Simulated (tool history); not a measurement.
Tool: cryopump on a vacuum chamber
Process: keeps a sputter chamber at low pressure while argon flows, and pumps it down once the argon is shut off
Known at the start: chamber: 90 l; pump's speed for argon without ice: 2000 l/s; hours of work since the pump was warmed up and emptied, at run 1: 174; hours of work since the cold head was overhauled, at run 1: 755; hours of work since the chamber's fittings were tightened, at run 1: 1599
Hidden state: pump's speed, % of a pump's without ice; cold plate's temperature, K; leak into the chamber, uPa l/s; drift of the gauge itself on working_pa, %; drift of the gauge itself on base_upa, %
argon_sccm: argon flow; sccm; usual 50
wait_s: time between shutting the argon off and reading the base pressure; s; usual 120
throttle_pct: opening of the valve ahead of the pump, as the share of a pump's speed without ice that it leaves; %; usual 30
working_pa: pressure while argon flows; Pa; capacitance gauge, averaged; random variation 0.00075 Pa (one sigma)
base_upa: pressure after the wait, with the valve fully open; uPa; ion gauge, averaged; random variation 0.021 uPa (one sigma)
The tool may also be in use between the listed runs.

run	day	argon_sccm	wait_s	throttle_pct	hours of work since the pump was warmed up and emptied	hours of work since the cold head was overhauled	hours of work since the chamber's fittings were tightened	working_pa	base_upa
1	0	50	120	30	174	755	1599	0.1489	0.96
2	2.433	50	120	30	216	797	1640	0.1475	0.98
3	6.525	50	120	30	286	867	1710	0.1507	1.08
4	8.838	50	120	30	326	907	1750	0.1521	1.04
5	12.925	26	120	30	396	977	1820	0.0818	1.13
6	15.783	50	120	30	445	1026	1869	0.1581	1.14
# day 19.604: pump warmed up, emptied and cooled again
7	20.183	48	120	30	10	1098	1941	0.1364	0.91
8	24.342	48	120	30	81	1169	2012	0.1379	0.94
9	27.183	48	120	30	130	1217	2061	0.1396	1.03
10	31.671	48	120	30	207	1294	2137	0.1406	1.03
11	35.558	50	120	30	273	1361	2204	0.1495	1.07
# day 38.721: leaking fittings of the chamber tightened, without venting
12	40.638	50	120	36	359	1446	33	0.1298	0.59
13	43.342	50	109	41	405	1493	79	0.1177	0.62
14	47.9	50	109	41	483	1571	157	0.1204	0.68
# day 49.708: pump warmed up, emptied and cooled again
15	50.875	57	40	58	20	1618	205	0.0852	1.26
16	54.942	57	40	58	90	1688	274	0.0866	1.3
17	57.179	50	25	53	128	1726	313	0.0837	1.87
18	61.483	50	178	30	202	1800	386	0.1485	0.48
19	65.258	86	129	58	266	1864	451	0.1413	0.65
20	69.967	86	129	58	347	1945	531	0.1445	0.65
21	72.875	44	129	26	397	1995	581	0.1553	0.69
22	77.25	44	36	18	472	2070	656	0.2207	1.55

The next listed run, before its measurement:
# day 79.525: pump warmed up, emptied and cooled again
23	79.525	85	28	34	0	2105	692	?	?

{"run 23": {"working_pa": 0.2119, "base_upa": 1.78}}
Without the tool's hidden state the same run would have given working_pa 0.2103 Pa, base_upa 1.61 uPa.

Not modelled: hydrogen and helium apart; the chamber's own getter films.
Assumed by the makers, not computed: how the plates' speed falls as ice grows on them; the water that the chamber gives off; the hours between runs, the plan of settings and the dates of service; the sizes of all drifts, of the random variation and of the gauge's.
